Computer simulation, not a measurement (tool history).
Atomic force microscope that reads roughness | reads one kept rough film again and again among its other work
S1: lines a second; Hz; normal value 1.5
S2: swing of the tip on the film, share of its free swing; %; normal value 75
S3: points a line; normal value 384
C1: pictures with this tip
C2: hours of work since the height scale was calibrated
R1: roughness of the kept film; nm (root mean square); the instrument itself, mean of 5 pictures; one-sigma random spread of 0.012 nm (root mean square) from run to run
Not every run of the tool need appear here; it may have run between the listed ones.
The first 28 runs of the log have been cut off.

run	hour	S1	S2	S3	C1	C2	R1
29	1112.6	1.12	58	645	94	402	2.603
# hour 1135.5: new tip fitted
30	1140.4	1.12	60	384	7	422	2.848
31	1172.6	1.12	60	384	56	445	2.727
32	1197.1	3.08	58	384	94	463	2.544
# hour 1218.1: new tip fitted
33	1236.2	3.08	58	384	28	492	2.71
34	1267.6	3.08	58	384	75	515	2.549
# hour 1301.3: new tip fitted
35	1301.5	2.72	58	384	0	539	2.808
36	1343.7	1.5	88	372	65	570	2.448
37	1376.5	1.5	63	539	115	595	2.55
# hour 1385.5: new tip fitted
38	1415.7	0.87	58	675	46	623	2.741
# hour 1468: new tip fitted
39	1468	1.22	57	325	0	661	2.886
40	1490.2	1.22	57	325	33	677	2.755
41	1521.2	3.43	75	384	81	700	2.346
# hour 1552.3: new tip fitted
42	1570.1	2.89	83	384	27	736	2.404
43	1615.7	1.22	79	446	97	769	2.517
# hour 1635.5: new tip fitted
44	1660.7	1.5	88	384	39	802	2.486
45	1714	1.5	88	384	120	841	2.313
# hour 1719.4: new tip fitted
46	1765.8	2.64	75	384	71	879	2.424
# hour 1802.3: new tip fitted
47	1806.5	1.52	56	796	6	908	2.871
48	1859.2	2.82	65	384	87	947	2.505
# hour 1886.7: new tip fitted
49	1911.4	1.5	59	384	37	985	2.759
50	1944.6	1.5	59	384	88	1009	2.614

5 ways to go on from here, each from the tool as it stands after run 50. What would each give?
# hour 1971: new tip fitted
A	1979.1	1.66	75	712	13	1034	?
# hour 1971: new tip fitted
B	1979.1	1.5	75	914	13	1034	?
# hour 1971: new tip fitted
C	1979.1	1.5	84	384	13	1034	?
# hour 1971: new tip fitted
D	1979.1	2.55	59	384	13	1034	?
# hour 1971: new tip fitted
E	1979.1	3.67	59	508	13	1034	?

run	R1
A	2.706
B	2.707
C	2.63
D	2.768
E	2.713
Without the tool's hidden state the same runs would have given:
run	R1
A	2.769
B	2.771
C	2.692
D	2.833
E	2.777

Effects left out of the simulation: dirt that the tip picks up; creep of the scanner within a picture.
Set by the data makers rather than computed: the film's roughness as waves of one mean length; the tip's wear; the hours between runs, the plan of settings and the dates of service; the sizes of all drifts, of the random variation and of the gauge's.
